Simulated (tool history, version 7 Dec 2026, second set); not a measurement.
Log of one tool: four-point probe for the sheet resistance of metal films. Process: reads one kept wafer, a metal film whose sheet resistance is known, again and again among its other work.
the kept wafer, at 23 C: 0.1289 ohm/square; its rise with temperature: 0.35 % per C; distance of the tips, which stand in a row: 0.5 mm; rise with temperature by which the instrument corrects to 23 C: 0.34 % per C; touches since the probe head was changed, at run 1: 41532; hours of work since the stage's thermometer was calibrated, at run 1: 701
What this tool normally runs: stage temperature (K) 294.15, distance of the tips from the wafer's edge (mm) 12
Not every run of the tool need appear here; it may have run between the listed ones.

run,hour,stage temperature (K),distance of the tips from the wafer's edge (mm),touches since the probe head was changed,hours of work since the stage's thermometer was calibrated,sheet resistance as the instrument gives it (ohm/square)
1,0.0,294.15,12,41532,701,0.129264
2,15.9,294.15,12,42324,712,0.129270
3,46.0,294.15,12,43826,731,0.129274
4,74.7,294.15,5,45261,750,0.129926
5,95.0,294.15,5,46274,763,0.129867
6,110.2,294.15,5,47029,773,0.129895
7,128.9,300.15,12,47962,785,0.129373
8,165.3,298.15,12,49780,809,0.129323
9,183.2,294.15,47,50673,821,0.129212
10,198.6,294.15,12,51443,831,0.129306
11,214.7,294.15,12,52246,841,0.129309
# hour 217.3: stage's thermometer calibrated
12,243.3,294.15,12,53646,17,0.129259
13,266.3,302.15,12,54796,32,0.129256
14,282.0,302.15,12,55578,42,0.129295
15,318.4,302.15,12,57392,66,0.129276
16,351.6,297.15,12,59051,88,0.129265
17,370.3,294.15,73,59983,100,0.129136
18,392.0,294.15,73,61065,114,0.129174
# hour 411.5: stage's thermometer calibrated, once more
19,416.5,294.15,73,62264,3,0.129413
20,450.4,291.15,6,63955,25,0.129869
21,468.0,291.15,6,64835,37,0.129890
22,490.9,301.15,10,65977,52,0.129612
23,506.0,306.15,29,66729,62,0.129504
24,532.9,300.15,31,68069,79,0.129496
25,557.4,292.15,5,69291,95,0.130092
26,587.7,291.15,5,70805,115,0.130105
27,620.0,291.15,5,72419,136,0.130071
28,642.9,293.15,12,73558,151,0.129564
29,660.7,297.15,5,74450,162,0.130156
30,689.2,297.15,5,75870,181,0.130149
31,723.2,294.15,4,77565,203,0.130542
32,739.5,294.15,4,78377,214,0.130566
33,767.8,294.15,4,79789,232,0.130561
34,784.7,301.15,12,80635,243,0.129623
35,800.0,295.15,5,81398,253,0.130183
36,815.7,298.15,4,82184,263,0.130565
37,831.8,291.15,12,82984,274,0.129583
38,861.9,295.15,25,84486,294,0.129466

Difference, measured minus no-hidden-state, one row per run. Run-to-run variation is common to both terms; the gauge's own scatter need not be:
Hidden state present: inner tips' distance over the nominal, %; tips' flats over new ones', %; wafer's true temperature over the reading, C; drift of the gauge itself on sheet_ohm, %.
run,sheet resistance as the instrument gives it (ohm/square)
1,+0.000284
2,+0.000286
3,+0.000289
4,+0.000295
5,+0.000297
6,+0.000300
7,+0.000304
8,+0.000307
9,+0.000307
10,+0.000310
11,+0.000312
12,+0.000232
13,+0.000241
14,+0.000243
15,+0.000247
16,+0.000248
17,+0.000248
18,+0.000252
19,+0.000503
20,+0.000509
21,+0.000511
22,+0.000512
23,+0.000513
24,+0.000518
25,+0.000525
26,+0.000529
27,+0.000532
28,+0.000534
29,+0.000539
30,+0.000543
31,+0.000549
32,+0.000551
33,+0.000555
34,+0.000553
35,+0.000557
36,+0.000561
37,+0.000559
38,+0.000563

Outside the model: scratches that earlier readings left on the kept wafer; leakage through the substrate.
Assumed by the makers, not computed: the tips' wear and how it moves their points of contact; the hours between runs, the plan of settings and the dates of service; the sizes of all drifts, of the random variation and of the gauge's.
